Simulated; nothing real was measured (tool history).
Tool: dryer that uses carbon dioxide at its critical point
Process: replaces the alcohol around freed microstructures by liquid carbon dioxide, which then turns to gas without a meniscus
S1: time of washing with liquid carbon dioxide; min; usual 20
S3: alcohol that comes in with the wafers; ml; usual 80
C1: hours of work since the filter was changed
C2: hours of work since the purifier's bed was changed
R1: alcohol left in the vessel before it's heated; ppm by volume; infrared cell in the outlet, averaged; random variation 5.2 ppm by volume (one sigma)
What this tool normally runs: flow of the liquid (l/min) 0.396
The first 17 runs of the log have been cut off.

Run 18, hour 322.7: usual settings but S3 113 ml; C1 67; C2 281. Result: R1 251 ppm by volume.
Run 19, hour 346.8: usual settings but flow of the liquid (l/min) 0.645; C1 79; C2 293. Result: R1 109 ppm by volume.
Run 20, hour 369.6: usual settings; C1 90; C2 305. Result: R1 219 ppm by volume.
Run 21, hour 384.4: usual settings; C1 98; C2 312. Result: R1 227 ppm by volume.
Run 22, hour 404.9: usual settings; C1 108; C2 323. Result: R1 231 ppm by volume.
Run 23, hour 424.1: usual settings; C1 118; C2 332. Result: R1 229 ppm by volume.
Run 24, hour 435.1: usual settings; C1 124; C2 338. Result: R1 241 ppm by volume.
Run 25, hour 455.8: usual settings but S1 28 min, flow of the liquid (l/min) 0.505, S3 100 ml; C1 134; C2 348. Result: R1 131 ppm by volume.
Run 26, hour 475.4: usual settings but S1 28 min, flow of the liquid (l/min) 0.350, S3 83 ml; C1 144; C2 358. Result: R1 155 ppm by volume.
Run 27, hour 497.9: usual settings but S1 18 min, flow of the liquid (l/min) 0.450, S3 31 ml; C1 155; C2 370. Result: R1 176 ppm by volume.
Run 28, hour 510.8: usual settings but S1 30 min, flow of the liquid (l/min) 0.494, S3 36 ml; C1 162; C2 376. Result: R1 145 ppm by volume.
Run 29, hour 534.7: usual settings but S1 30 min, flow of the liquid (l/min) 0.494, S3 36 ml; C1 174; C2 388. Result: R1 145 ppm by volume.
Run 30, hour 545.9: usual settings but S1 16 min, flow of the liquid (l/min) 0.254, S3 99 ml; C1 180; C2 394. Result: R1 3750 ppm by volume.
Run 31, hour 560.2: usual settings but S1 13 min, flow of the liquid (l/min) 0.258, S3 26 ml; C1 187; C2 401. Result: R1 1862 ppm by volume.
Run 32, hour 575.6: usual settings but S3 40 ml; C1 195; C2 409. Result: R1 215 ppm by volume.
Run 33, hour 595.3: usual settings but S1 24 min, flow of the liquid (l/min) 0.537, S3 26 ml; C1 205; C2 419. Result: R1 161 ppm by volume.

Run 34 comes next. What will it give?
Run 34, hour 610.3: usual settings but S1 24 min, flow of the liquid (l/min) 0.537, S3 26 ml; C1 212; C2 427. Result: R1 ?.

Run 34 gave R1 156 ppm by volume.
Were there no unlogged condition in the tool, this run, its random variation unchanged, would have produced R1 0 ppm by volume.
